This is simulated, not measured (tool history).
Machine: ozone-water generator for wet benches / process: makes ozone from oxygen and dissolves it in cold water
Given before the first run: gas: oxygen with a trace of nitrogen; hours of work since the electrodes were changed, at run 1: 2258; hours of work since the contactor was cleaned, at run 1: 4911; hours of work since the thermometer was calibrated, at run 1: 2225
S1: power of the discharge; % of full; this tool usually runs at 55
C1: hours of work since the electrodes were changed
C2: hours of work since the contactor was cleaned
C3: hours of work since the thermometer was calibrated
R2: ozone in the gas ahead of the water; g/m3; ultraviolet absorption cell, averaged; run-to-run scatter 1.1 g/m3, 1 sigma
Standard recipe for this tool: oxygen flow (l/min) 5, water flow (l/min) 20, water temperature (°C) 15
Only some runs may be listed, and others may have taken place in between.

run 1 hour=0 | S1=55 oxygen_flow_(l/min)=5 water_flow_(l/min)=20 water_temperature_(°C)=15 | C1=2258 C2=4911 C3=2225 | dissolved_ozone_(ppm)=23.2 R2=201.5
run 2 hour=59 | S1=55 oxygen_flow_(l/min)=5 water_flow_(l/min)=20 water_temperature_(°C)=15 | C1=2308 C2=4961 C3=2275 | dissolved_ozone_(ppm)=23.4 R2=201.5
-- hour=101.6 contactor cleaned
run 3 hour=108.1 | S1=55 oxygen_flow_(l/min)=5 water_flow_(l/min)=20 water_temperature_(°C)=15 | C1=2346 C2=6 C3=2313 | dissolved_ozone_(ppm)=23.3 R2=202.7
run 4 hour=160.2 | S1=61 oxygen_flow_(l/min)=5 water_flow_(l/min)=20 water_temperature_(°C)=15 | C1=2390 C2=50 C3=2357 | dissolved_ozone_(ppm)=24.7 R2=212.4
run 5 hour=234.4 | S1=61 oxygen_flow_(l/min)=5 water_flow_(l/min)=20 water_temperature_(°C)=15 | C1=2453 C2=113 C3=2420 | dissolved_ozone_(ppm)=24.5 R2=212.7
run 6 hour=293.9 | S1=55 oxygen_flow_(l/min)=5 water_flow_(l/min)=20 water_temperature_(°C)=15 | C1=2504 C2=163 C3=2471 | dissolved_ozone_(ppm)=23.4 R2=200
run 7 hour=326.2 | S1=55 oxygen_flow_(l/min)=5 water_flow_(l/min)=20 water_temperature_(°C)=15 | C1=2531 C2=191 C3=2498 | dissolved_ozone_(ppm)=23 R2=199.3
run 8 hour=399.7 | S1=55 oxygen_flow_(l/min)=5 water_flow_(l/min)=20 water_temperature_(°C)=15 | C1=2594 C2=253 C3=2560 | dissolved_ozone_(ppm)=23.3 R2=198.4
run 9 hour=472.8 | S1=55 oxygen_flow_(l/min)=5 water_flow_(l/min)=20 water_temperature_(°C)=15 | C1=2656 C2=315 C3=2622 | dissolved_ozone_(ppm)=23 R2=198.4
run 10 hour=546.6 | S1=55 oxygen_flow_(l/min)=5 water_flow_(l/min)=20 water_temperature_(°C)=15 | C1=2718 C2=378 C3=2685 | dissolved_ozone_(ppm)=23.2 R2=197.2
run 11 hour=599.9 | S1=55 oxygen_flow_(l/min)=5 water_flow_(l/min)=20 water_temperature_(°C)=15 | C1=2763 C2=423 C3=2730 | dissolved_ozone_(ppm)=23.3 R2=198
run 12 hour=646.7 | S1=55 oxygen_flow_(l/min)=5 water_flow_(l/min)=20 water_temperature_(°C)=15 | C1=2803 C2=463 C3=2770 | dissolved_ozone_(ppm)=23.4 R2=197
run 13 hour=689.1 | S1=48 oxygen_flow_(l/min)=7.34 water_flow_(l/min)=29 water_temperature_(°C)=21 | C1=2839 C2=499 C3=2806 | dissolved_ozone_(ppm)=14.1 R2=147.4
run 14 hour=732.5 | S1=48 oxygen_flow_(l/min)=7.34 water_flow_(l/min)=29 water_temperature_(°C)=21 | C1=2876 C2=535 C3=2843 | dissolved_ozone_(ppm)=14.3 R2=147.1
run 15 hour=769.1 | S1=55 oxygen_flow_(l/min)=5 water_flow_(l/min)=23 water_temperature_(°C)=12 | C1=2907 C2=567 C3=2874 | dissolved_ozone_(ppm)=21.1 R2=197.6
run 16 hour=821.2 | S1=44 oxygen_flow_(l/min)=2.74 water_flow_(l/min)=17 water_temperature_(°C)=17 | C1=2951 C2=611 C3=2918 | dissolved_ozone_(ppm)=22.3 R2=241.6
run 17 hour=863.4 | S1=44 oxygen_flow_(l/min)=4.35 water_flow_(l/min)=25 water_temperature_(°C)=17 | C1=2987 C2=647 C3=2954 | dissolved_ozone_(ppm)=16.2 R2=188.8
run 18 hour=919.6 | S1=68 oxygen_flow_(l/min)=5 water_flow_(l/min)=31 water_temperature_(°C)=15 | C1=3035 C2=694 C3=3002 | dissolved_ozone_(ppm)=17.4 R2=222.4
run 19 hour=981.6 | S1=68 oxygen_flow_(l/min)=2.92 water_flow_(l/min)=31 water_temperature_(°C)=10 | C1=3087 C2=747 C3=3054 | dissolved_ozone_(ppm)=16.3 R2=299.9
-- hour=1013.9 gauge calibrated
run 20 hour=1033.3 | S1=68 oxygen_flow_(l/min)=2.92 water_flow_(l/min)=31 water_temperature_(°C)=10 | C1=3131 C2=791 C3=3098 | dissolved_ozone_(ppm)=16.6 R2=309.1
run 21 hour=1109.4 | S1=48 oxygen_flow_(l/min)=2.92 water_flow_(l/min)=12 water_temperature_(°C)=10 | C1=3196 C2=855 C3=3163 | dissolved_ozone_(ppm)=34.5 R2=252.7
run 22 hour=1160.6 | S1=43 oxygen_flow_(l/min)=7.87 water_flow_(l/min)=25 water_temperature_(°C)=10 | C1=3239 C2=899 C3=3206 | dissolved_ozone_(ppm)=18.1 R2=134.3
run 23 hour=1236 | S1=50 oxygen_flow_(l/min)=2.63 water_flow_(l/min)=20 water_temperature_(°C)=15 | C1=3303 C2=963 C3=3270 | dissolved_ozone_(ppm)=20.6 R2=272.1

Below are 5 alternative next runs, each starting from the tool's condition after run 23. Predict each:
run A hour=1302.8 | S1=45 oxygen_flow_(l/min)=2.96 water_flow_(l/min)=25 water_temperature_(°C)=15 | C1=3360 C2=1019 C3=3327 | dissolved_ozone_(ppm)=? R2=?
run B hour=1302.8 | S1=55 oxygen_flow_(l/min)=3.63 water_flow_(l/min)=24 water_temperature_(°C)=14 | C1=3360 C2=1019 C3=3327 | dissolved_ozone_(ppm)=? R2=?
run C hour=1302.8 | S1=50 oxygen_flow_(l/min)=5.61 water_flow_(l/min)=20 water_temperature_(°C)=15 | C1=3360 C2=1019 C3=3327 | dissolved_ozone_(ppm)=? R2=?
run D hour=1302.8 | S1=55 oxygen_flow_(l/min)=5.88 water_flow_(l/min)=21 water_temperature_(°C)=8 | C1=3360 C2=1019 C3=3327 | dissolved_ozone_(ppm)=? R2=?
run E hour=1302.8 | S1=52 oxygen_flow_(l/min)=2.63 water_flow_(l/min)=13 water_temperature_(°C)=8 | C1=3360 C2=1019 C3=3327 | dissolved_ozone_(ppm)=? R2=?

run=A dissolved_ozone_(ppm)=15.8 R2=238.7
run=B dissolved_ozone_(ppm)=19.4 R2=239.8
run=C dissolved_ozone_(ppm)=21.9 R2=176.7
run=D dissolved_ozone_(ppm)=24.6 R2=181.2
run=E dissolved_ozone_(ppm)=34 R2=280.1
Without the tool's unlogged condition, the same runs would have read:
run=A dissolved_ozone_(ppm)=15.8 R2=241
run=B dissolved_ozone_(ppm)=19.5 R2=242.2
run=C dissolved_ozone_(ppm)=22 R2=178.5
run=D dissolved_ozone_(ppm)=24.7 R2=183
run=E dissolved_ozone_(ppm)=34 R2=282.9
